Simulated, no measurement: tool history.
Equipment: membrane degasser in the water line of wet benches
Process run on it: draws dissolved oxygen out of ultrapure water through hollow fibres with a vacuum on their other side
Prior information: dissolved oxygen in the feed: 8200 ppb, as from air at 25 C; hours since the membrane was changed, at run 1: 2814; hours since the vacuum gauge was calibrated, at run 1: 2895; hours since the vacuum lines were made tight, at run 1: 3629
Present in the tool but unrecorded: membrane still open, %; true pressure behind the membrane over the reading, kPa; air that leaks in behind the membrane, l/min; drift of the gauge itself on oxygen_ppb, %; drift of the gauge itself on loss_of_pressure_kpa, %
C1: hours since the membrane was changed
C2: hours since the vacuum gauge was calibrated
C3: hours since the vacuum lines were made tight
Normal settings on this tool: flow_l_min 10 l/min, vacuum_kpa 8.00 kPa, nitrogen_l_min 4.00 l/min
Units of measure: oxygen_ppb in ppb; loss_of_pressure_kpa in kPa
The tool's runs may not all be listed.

run 1 hour=0.0 | flow_l_min=10 vacuum_kpa=8.00 nitrogen_l_min=4.00 | C1=2814 C2=2895 C3=3629 | oxygen_ppb=55.1 loss_of_pressure_kpa=25.80
run 2 hour=57.0 | flow_l_min=10 vacuum_kpa=8.00 nitrogen_l_min=4.00 | C1=2871 C2=2952 C3=3686 | oxygen_ppb=55.8 loss_of_pressure_kpa=25.77
run 3 hour=134.8 | flow_l_min=10 vacuum_kpa=8.00 nitrogen_l_min=4.00 | C1=2948 C2=3029 C3=3764 | oxygen_ppb=56.1 loss_of_pressure_kpa=25.82
run 4 hour=190.4 | flow_l_min=10 vacuum_kpa=8.00 nitrogen_l_min=4.00 | C1=3004 C2=3085 C3=3819 | oxygen_ppb=55.7 loss_of_pressure_kpa=25.76
run 5 hour=233.8 | flow_l_min=10 vacuum_kpa=8.00 nitrogen_l_min=4.00 | C1=3047 C2=3128 C3=3863 | oxygen_ppb=55.4 loss_of_pressure_kpa=25.70
run 6 hour=276.8 | flow_l_min=10 vacuum_kpa=19.74 nitrogen_l_min=4.00 | C1=3090 C2=3171 C3=3906 | oxygen_ppb=127.7 loss_of_pressure_kpa=25.71
run 7 hour=344.0 | flow_l_min=10 vacuum_kpa=7.18 nitrogen_l_min=4.00 | C1=3158 C2=3239 C3=3973 | oxygen_ppb=50.8 loss_of_pressure_kpa=25.84
run 8 hour=378.1 | flow_l_min=10 vacuum_kpa=7.18 nitrogen_l_min=4.00 | C1=3192 C2=3273 C3=4007 | oxygen_ppb=50.6 loss_of_pressure_kpa=25.68
run 9 hour=416.7 | flow_l_min=10 vacuum_kpa=7.18 nitrogen_l_min=4.00 | C1=3230 C2=3311 C3=4046 | oxygen_ppb=50.9 loss_of_pressure_kpa=25.81
run 10 hour=490.5 | flow_l_min=8 vacuum_kpa=7.09 nitrogen_l_min=1.71 | C1=3304 C2=3385 C3=4120 | oxygen_ppb=55.2 loss_of_pressure_kpa=20.66
run 11 hour=535.6 | flow_l_min=8 vacuum_kpa=7.09 nitrogen_l_min=2.79 | C1=3349 C2=3430 C3=4165 | oxygen_ppb=38.0 loss_of_pressure_kpa=20.52
run 12 hour=600.4 | flow_l_min=10 vacuum_kpa=8.00 nitrogen_l_min=4.00 | C1=3414 C2=3495 C3=4229 | oxygen_ppb=55.1 loss_of_pressure_kpa=25.72
run 13 hour=667.5 | flow_l_min=10 vacuum_kpa=7.59 nitrogen_l_min=10.63 | C1=3481 C2=3562 C3=4297 | oxygen_ppb=35.5 loss_of_pressure_kpa=25.86
run 14 hour=705.0 | flow_l_min=11 vacuum_kpa=18.87 nitrogen_l_min=4.18 | C1=3519 C2=3600 C3=4334 | oxygen_ppb=140.8 loss_of_pressure_kpa=28.42
run 15 hour=767.2 | flow_l_min=6 vacuum_kpa=11.39 nitrogen_l_min=4.00 | C1=3581 C2=3662 C3=4396 | oxygen_ppb=34.2 loss_of_pressure_kpa=15.46
run 16 hour=817.9 | flow_l_min=12 vacuum_kpa=7.65 nitrogen_l_min=7.05 | C1=3632 C2=3713 C3=4447 | oxygen_ppb=70.9 loss_of_pressure_kpa=30.96

3 ways to go on from here, each from the tool as it stands after run 16. What would each give?
run A hour=888.3 | flow_l_min=14 vacuum_kpa=7.65 nitrogen_l_min=7.05 | C1=3702 C2=3783 C3=4517 | oxygen_ppb=? loss_of_pressure_kpa=?
run B hour=888.3 | flow_l_min=12 vacuum_kpa=16.48 nitrogen_l_min=7.05 | C1=3702 C2=3783 C3=4517 | oxygen_ppb=? loss_of_pressure_kpa=?
run C hour=888.3 | flow_l_min=12 vacuum_kpa=18.61 nitrogen_l_min=7.05 | C1=3702 C2=3783 C3=4517 | oxygen_ppb=? loss_of_pressure_kpa=?

run=A oxygen_ppb=111.4 loss_of_pressure_kpa=36.09
run=B oxygen_ppb=109.3 loss_of_pressure_kpa=31.05
run=C oxygen_ppb=118.8 loss_of_pressure_kpa=31.05
Without the tool's hidden state the same runs would have given:
run=A oxygen_ppb=107.0 loss_of_pressure_kpa=35.81
run=B oxygen_ppb=105.3 loss_of_pressure_kpa=30.81
run=C oxygen_ppb=114.5 loss_of_pressure_kpa=30.81

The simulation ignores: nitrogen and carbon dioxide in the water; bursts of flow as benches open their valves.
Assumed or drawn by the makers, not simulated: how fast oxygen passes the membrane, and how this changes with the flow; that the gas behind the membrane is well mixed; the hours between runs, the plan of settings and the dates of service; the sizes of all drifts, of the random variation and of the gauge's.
